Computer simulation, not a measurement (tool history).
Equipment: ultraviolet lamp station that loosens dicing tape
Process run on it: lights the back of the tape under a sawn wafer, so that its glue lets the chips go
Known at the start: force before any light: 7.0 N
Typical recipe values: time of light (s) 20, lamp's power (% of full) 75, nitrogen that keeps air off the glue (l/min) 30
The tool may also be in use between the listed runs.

run	hour	time of light (s)	lamp's power (% of full)	nitrogen that keeps air off the glue (l/min)	force that peels the tape off (N)	light that reached the tape (mJ/cm2)
1	0	20	75	30	0.64	300
2	46.8	20	86	30	0.523	349
3	115.3	20	86	30	0.523	346
4	172.4	20	86	30	0.516	344
5	202.5	20	75	30	0.647	300
6	262.9	13	75	30	1.384	196
7	300.1	13	75	30	1.38	190
8	355.9	12	75	30	1.533	183
9	415.3	12	75	30	1.588	180
10	454.4	20	61	30	0.985	244
11	487.2	20	61	30	0.997	242
12	534.8	32	91	30	0.243	586
13	590	32	91	30	0.24	586
14	620.4	32	91	30	0.24	586
15	686.7	32	91	30	0.238	588
16	743.6	18	90	10	0.982	326
17	807.8	13	99	24	0.939	259
18	853.8	15	69	14	1.706	206
19	889	15	69	14	1.649	208
20	949.8	15	69	14	1.736	208
21	1009.6	31	82	30	0.274	510

Withheld: 3 entries from between the runs. Position of each, and hidden state at the listed run before versus the listed run after:
Run 1 -> run 2: window cleaned of glue's vapour (hour 32.3)
  light that the window lets through, % of a clean one's: 99.9 -> 100
Run 14 -> run 15: window cleaned of glue's vapour (hour 624)
  light that the window lets through, % of a clean one's: 99.9 -> 100
Run 20 -> run 21: lamp changed (hour 961.2)
  lamp's light, % of a new lamp's: 99.8 -> 100

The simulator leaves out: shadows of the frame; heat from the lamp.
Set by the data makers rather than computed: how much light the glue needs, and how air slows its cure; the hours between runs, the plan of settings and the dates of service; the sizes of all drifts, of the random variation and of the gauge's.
